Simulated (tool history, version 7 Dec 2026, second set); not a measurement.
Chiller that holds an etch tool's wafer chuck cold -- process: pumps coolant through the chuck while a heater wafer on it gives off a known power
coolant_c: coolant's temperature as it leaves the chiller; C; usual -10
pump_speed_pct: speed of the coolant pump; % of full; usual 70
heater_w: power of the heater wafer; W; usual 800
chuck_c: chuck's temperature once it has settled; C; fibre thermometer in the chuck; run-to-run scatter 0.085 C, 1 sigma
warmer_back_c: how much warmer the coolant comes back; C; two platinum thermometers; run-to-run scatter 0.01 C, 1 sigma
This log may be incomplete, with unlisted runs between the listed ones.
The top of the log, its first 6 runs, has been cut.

| run | day | coolant_c | pump_speed_pct | heater_w | hours since the coolant was changed and the channels were flushed | hours since the pump was overhauled | hours since the chiller's thermometer was calibrated | chuck_c | warmer_back_c |
|---|---|---|---|---|---|---|---|---|---|
| 7 | 24.075 | -10 | 70 | 800 | 6624 | 3816 | 2756 | -2.97 | 2.05 |
| 8 | 28.638 | -10 | 70 | 800 | 6734 | 3926 | 2865 | -2.88 | 2.05 |
| 9 | 32.071 | -10 | 70 | 800 | 6816 | 4008 | 2948 | -2.91 | 2.05 |
| 10 | 35.592 | -10 | 70 | 800 | 6901 | 4093 | 3032 | -2.83 | 2.06 |
| 11 | 37.883 | -10 | 70 | 800 | 6956 | 4148 | 3087 | -2.90 | 2.04 |
| 12 | 40.404 | -10 | 70 | 800 | 7016 | 4208 | 3148 | -2.80 | 2.07 |
| 13 | 42.962 | -10 | 70 | 800 | 7078 | 4270 | 3209 | -2.78 | 2.04 |
| 14 | 47.612 | -10 | 70 | 800 | 7189 | 4381 | 3320 | -2.72 | 2.07 |
| 15 | 50.062 | -10 | 70 | 800 | 7248 | 4440 | 3379 | -2.76 | 2.03 |
| 16 | 52.238 | -10 | 70 | 800 | 7300 | 4492 | 3432 | -2.74 | 2.07 |
| 17 | 55.554 | -10 | 70 | 800 | 7380 | 4572 | 3511 | -2.72 | 2.04 |
| 18 | 59.267 | -10 | 92 | 970 | 7469 | 4661 | 3600 | -2.95 | 1.85 |
| 19 | 61.846 | -10 | 68 | 697 | 7531 | 4723 | 3662 | -3.50 | 1.85 |
| 20 | 66.500 | -10 | 68 | 697 | 7643 | 4835 | 3774 | -3.44 | 1.86 |
|  | 67.729 | chiller's thermometer calibrated |
|  | 69.254 | coolant changed, channels flushed |
| 21 | 71.375 | -9 | 77 | 1152 | 51 | 4945 | 81 | -0.96 | 2.69 |
| 22 | 75.792 | -8 | 99 | 1149 | 157 | 5051 | 187 | -1.49 | 2.05 |
| 23 | 80.571 | 0 | 86 | 621 | 272 | 5165 | 302 | 3.96 | 1.29 |
| 24 | 85.258 | -10 | 70 | 464 | 384 | 5278 | 415 | -6.49 | 1.20 |
| 25 | 89.121 | -10 | 70 | 464 | 477 | 5370 | 507 | -6.46 | 1.20 |
| 26 | 93.933 | -10 | 70 | 464 | 592 | 5486 | 623 | -6.45 | 1.22 |
| 27 | 97.521 | -10 | 65 | 800 | 678 | 5572 | 709 | -3.27 | 2.24 |
| 28 | 100.621 | -10 | 65 | 800 | 753 | 5646 | 783 | -3.40 | 2.25 |
| 29 | 105.388 | -16 | 88 | 1099 | 867 | 5761 | 898 | -8.80 | 2.23 |
| 30 | 108.192 | -2 | 70 | 800 | 935 | 5828 | 965 | 4.22 | 2.10 |
| 31 | 111.592 | -10 | 69 | 405 | 1016 | 5910 | 1047 | -6.64 | 1.08 |

5 ways to go on from here, each from the tool as it stands after run 31. What would each give?
| A | 114.583 | -18 | 100 | 622 | 1088 | 5982 | 1118 | ? | ? |
| B | 114.583 | -1 | 89 | 848 | 1088 | 5982 | 1118 | ? | ? |
| C | 114.583 | -7 | 95 | 769 | 1088 | 5982 | 1118 | ? | ? |
| D | 114.583 | -10 | 69 | 405 | 1088 | 5982 | 1118 | ? | ? |
| E | 114.583 | -10 | 69 | 762 | 1088 | 5982 | 1118 | ? | ? |

| run | chuck_c | warmer_back_c |
|---|---|---|
| A | -14.12 | 1.11 |
| B | 4.60 | 1.71 |
| C | -2.41 | 1.44 |
| D | -6.70 | 1.05 |
| E | -3.84 | 2.02 |
Stripped of hidden state, with their random variation kept, the same runs would have yielded:
| run | chuck_c | warmer_back_c |
|---|---|---|
| A | -14.43 | 1.06 |
| B | 4.17 | 1.63 |
| C | -2.79 | 1.37 |
| D | -6.99 | 1.00 |
| E | -4.31 | 1.92 |
